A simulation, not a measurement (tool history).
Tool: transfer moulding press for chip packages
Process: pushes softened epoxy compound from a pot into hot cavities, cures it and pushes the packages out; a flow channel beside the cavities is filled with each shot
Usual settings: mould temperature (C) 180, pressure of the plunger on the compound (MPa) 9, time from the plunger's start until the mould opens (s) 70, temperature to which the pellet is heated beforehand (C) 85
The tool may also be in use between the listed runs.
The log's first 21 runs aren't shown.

run     day  mould temperature (C)  pressure of the plunger on the compound (MPa)  time from the plunger's start until the mould opens (s)  temperature to which the pellet is heated beforehand (C)  hours of work since the mould's thermocouples were calibrated  shots since the plunger's rings were changed  shots since the cavities were cleaned  incoming compound's hours out of the cold store  length that the compound runs in the flow channel (mm)  greatest force on the pins that push the packages out (N)
      7.438  -- mould's thermocouples calibrated
 22   7.712                    175                                           7.88                                                       52                                                        83                                                              4                                          2395                                    177                                             44.3                                                     489                                                        840
 23   8.129                    182                                            8.2                                                       70                                                        92                                                              9                                          2530                                    312                                             32.7                                                     513                                                        325
 24   8.517                    182                                            8.2                                                       70                                                        92                                                             14                                          2655                                    437                                               14                                                     563                                                        346
 25   8.933                    180                                              9                                                       70                                                        76                                                             19                                          2788                                    570                                             10.7                                                     611                                                        432
 26   9.154                    180                                           9.75                                                       70                                                        80                                                             22                                          2860                                    642                                             25.7                                                     579                                                        413
 27   9.396                    180                                           9.75                                                       70                                                        80                                                             25                                          2937                                    719                                             26.7                                                     582                                                        434
      9.538  -- mould's thermocouples calibrated, once more
      9.779  -- cavities cleaned with cleaning compound and waxed
 28   9.975                    179                                          10.86                                                       53                                                        80                                                              5                                          3077                                     64                                             41.7                                                     565                                                        641
 29  10.454                    179                                          10.86                                                       53                                                        80                                                             11                                          3231                                    218                                             12.8                                                     666                                                        837
 30  10.683                    180                                              9                                                       70                                                        89                                                             14                                          3305                                    292                                              8.4                                                     611                                                        368

3 ways to go on from here, each from the tool as it stands after run 30. What would each give?
  A  11.092                    172                                            7.9                                                       77                                                        85                                                             19                                          3437                                    424                                             25.9                                                       ?                                                          ?
  B  11.092                    174                                            7.3                                                       84                                                        85                                                             19                                          3437                                    424                                             28.4                                                       ?                                                          ?
  C  11.092                    180                                           9.06                                                       70                                                        79                                                             19                                          3437                                    424                                             30.2                                                       ?                                                          ?

run  length that the compound runs in the flow channel (mm)  greatest force on the pins that push the packages out (N)
  A                                                     538                                                        538
  B                                                     513                                                        360
  C                                                     548                                                        389
Without the tool's hidden state the same runs would have given:
run  length that the compound runs in the flow channel (mm)  greatest force on the pins that push the packages out (N)
  A                                                     557                                                        387
  B                                                     531                                                        259
  C                                                     567                                                        281
